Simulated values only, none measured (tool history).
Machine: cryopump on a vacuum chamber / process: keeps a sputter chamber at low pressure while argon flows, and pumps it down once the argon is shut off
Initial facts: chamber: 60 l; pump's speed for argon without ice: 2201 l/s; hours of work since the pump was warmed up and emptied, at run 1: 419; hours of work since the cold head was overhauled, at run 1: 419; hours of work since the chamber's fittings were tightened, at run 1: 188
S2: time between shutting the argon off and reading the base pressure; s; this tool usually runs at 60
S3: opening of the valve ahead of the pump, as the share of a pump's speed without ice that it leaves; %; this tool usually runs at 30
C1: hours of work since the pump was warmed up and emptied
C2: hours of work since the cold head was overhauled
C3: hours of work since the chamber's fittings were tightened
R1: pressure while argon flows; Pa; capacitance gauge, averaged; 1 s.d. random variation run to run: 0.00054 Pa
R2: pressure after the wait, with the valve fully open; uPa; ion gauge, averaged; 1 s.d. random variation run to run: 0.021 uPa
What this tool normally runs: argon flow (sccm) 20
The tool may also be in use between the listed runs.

run 1 day=0.000 | argon_flow_(sccm)=20 S2=60 S3=30 | C1=419 C2=419 C3=188 | R1=0.0528 R2=0.50
run 2 day=1.288 | argon_flow_(sccm)=13 S2=60 S3=30 | C1=436 C2=436 C3=205 | R1=0.0337 R2=0.52
run 3 day=2.808 | argon_flow_(sccm)=20 S2=56 S3=30 | C1=457 C2=457 C3=226 | R1=0.0521 R2=0.50
run 4 day=4.296 | argon_flow_(sccm)=20 S2=56 S3=30 | C1=477 C2=477 C3=246 | R1=0.0524 R2=0.53
run 5 day=4.962 | argon_flow_(sccm)=20 S2=60 S3=57 | C1=486 C2=486 C3=255 | R1=0.0289 R2=0.50
run 6 day=6.208 | argon_flow_(sccm)=20 S2=60 S3=25 | C1=503 C2=503 C3=272 | R1=0.0626 R2=0.53
run 7 day=7.525 | argon_flow_(sccm)=20 S2=60 S3=30 | C1=521 C2=521 C3=290 | R1=0.0526 R2=0.52
run 8 day=8.292 | argon_flow_(sccm)=20 S2=60 S3=30 | C1=531 C2=531 C3=300 | R1=0.0515 R2=0.57
run 9 day=9.292 | argon_flow_(sccm)=20 S2=60 S3=30 | C1=545 C2=545 C3=313 | R1=0.0535 R2=0.51
run 10 day=10.779 | argon_flow_(sccm)=20 S2=60 S3=30 | C1=565 C2=565 C3=334 | R1=0.0527 R2=0.57
run 11 day=11.692 | argon_flow_(sccm)=9 S2=85 S3=16 | C1=577 C2=577 C3=346 | R1=0.0432 R2=0.47
run 12 day=12.617 | argon_flow_(sccm)=18 S2=246 S3=51 | C1=590 C2=590 C3=359 | R1=0.0293 R2=0.35
run 13 day=13.538 | argon_flow_(sccm)=20 S2=199 S3=30 | C1=602 C2=602 C3=371 | R1=0.0540 R2=0.38
run 14 day=14.829 | argon_flow_(sccm)=26 S2=100 S3=30 | C1=620 C2=620 C3=388 | R1=0.0689 R2=0.48
run 15 day=16.038 | argon_flow_(sccm)=26 S2=100 S3=30 | C1=636 C2=636 C3=405 | R1=0.0687 R2=0.46
run 16 day=17.271 | argon_flow_(sccm)=29 S2=100 S3=16 | C1=653 C2=653 C3=422 | R1=0.1427 R2=0.45
run 17 day=17.946 | argon_flow_(sccm)=9 S2=60 S3=27 | C1=662 C2=662 C3=431 | R1=0.0259 R2=0.61

Alternative continuations, all from the tool just after run 17; predict every row:
run A day=18.704 | argon_flow_(sccm)=20 S2=205 S3=30 | C1=672 C2=672 C3=441 | R1=? R2=?
run B day=18.704 | argon_flow_(sccm)=10 S2=168 S3=17 | C1=672 C2=672 C3=441 | R1=? R2=?
run C day=18.704 | argon_flow_(sccm)=20 S2=88 S3=30 | C1=672 C2=672 C3=441 | R1=? R2=?
run D day=18.704 | argon_flow_(sccm)=9 S2=29 S3=33 | C1=672 C2=672 C3=441 | R1=? R2=?
run E day=18.704 | argon_flow_(sccm)=33 S2=92 S3=27 | C1=672 C2=672 C3=441 | R1=? R2=?

run=A R1=0.0532 R2=0.40
run=B R1=0.0463 R2=0.45
run=C R1=0.0530 R2=0.50
run=D R1=0.0220 R2=0.84
run=E R1=0.0986 R2=0.50
Stripped of hidden state, with their random variation kept, the same runs would have yielded:
run=A R1=0.0510 R2=0.19
run=B R1=0.0453 R2=0.24
run=C R1=0.0508 R2=0.30
run=D R1=0.0210 R2=0.63
run=E R1=0.0950 R2=0.29

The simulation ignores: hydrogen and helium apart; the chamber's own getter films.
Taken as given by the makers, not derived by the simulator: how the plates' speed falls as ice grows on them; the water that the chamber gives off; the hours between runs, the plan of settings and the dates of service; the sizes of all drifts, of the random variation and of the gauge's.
